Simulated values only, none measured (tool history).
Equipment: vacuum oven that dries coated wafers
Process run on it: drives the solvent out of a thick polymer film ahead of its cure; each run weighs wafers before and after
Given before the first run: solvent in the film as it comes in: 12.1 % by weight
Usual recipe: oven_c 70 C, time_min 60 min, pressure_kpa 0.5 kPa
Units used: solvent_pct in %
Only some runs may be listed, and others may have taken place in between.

Run 1, hour 0: usual settings. Result: solvent_pct 1.11 %.
Run 2, hour 24.9: usual settings but pressure_kpa 1.437 kPa. Result: solvent_pct 1.42 %.
Run 3, hour 62: usual settings. Result: solvent_pct 1.1 %.
Run 4, hour 101.4: usual settings. Result: solvent_pct 1.14 %.
Run 5, hour 136.4: usual settings. Result: solvent_pct 1.11 %.
At hour 140.5: vacuum gauge cleaned of residue and calibrated.
Run 6, hour 156: usual settings but pressure_kpa 0.441 kPa. Result: solvent_pct 1.11 %.
Run 7, hour 196.8: usual settings but pressure_kpa 0.441 kPa. Result: solvent_pct 1.1 %.
At hour 212.8: vacuum gauge cleaned of residue and calibrated, once more.
Run 8, hour 228.7: usual settings but pressure_kpa 0.886 kPa. Result: solvent_pct 1.19 %.
Run 9, hour 251.3: usual settings but oven_c 74 C, time_min 50 min, pressure_kpa 0.886 kPa. Result: solvent_pct 1.1 %.
Run 10, hour 276.5: usual settings but time_min 77 min, pressure_kpa 1.844 kPa. Result: solvent_pct 1.1 %.

Forecast each of these 5 alternatives for the next run:
Run A, hour 318.2: usual settings but time_min 83 min, pressure_kpa 1.265 kPa. Result: solvent_pct ?.
Run B, hour 318.2: usual settings but time_min 86 min. Result: solvent_pct ?.
Run C, hour 318.2: usual settings but oven_c 60 C, time_min 107 min, pressure_kpa 0.857 kPa. Result: solvent_pct ?.
Run D, hour 318.2: usual settings but oven_c 79 C, pressure_kpa 0.474 kPa. Result: solvent_pct ?.
Run E, hour 318.2: usual settings but oven_c 76 C, time_min 98 min, pressure_kpa 0.338 kPa. Result: solvent_pct ?.

run  solvent_pct
  A         0.78
  B         0.47
  C         1.13
  D          0.4
  E         0.17
Had the tool no hidden state, the same runs would have come out as:
run  solvent_pct
  A         0.83
  B         0.51
  C         1.21
  D         0.44
  E         0.18
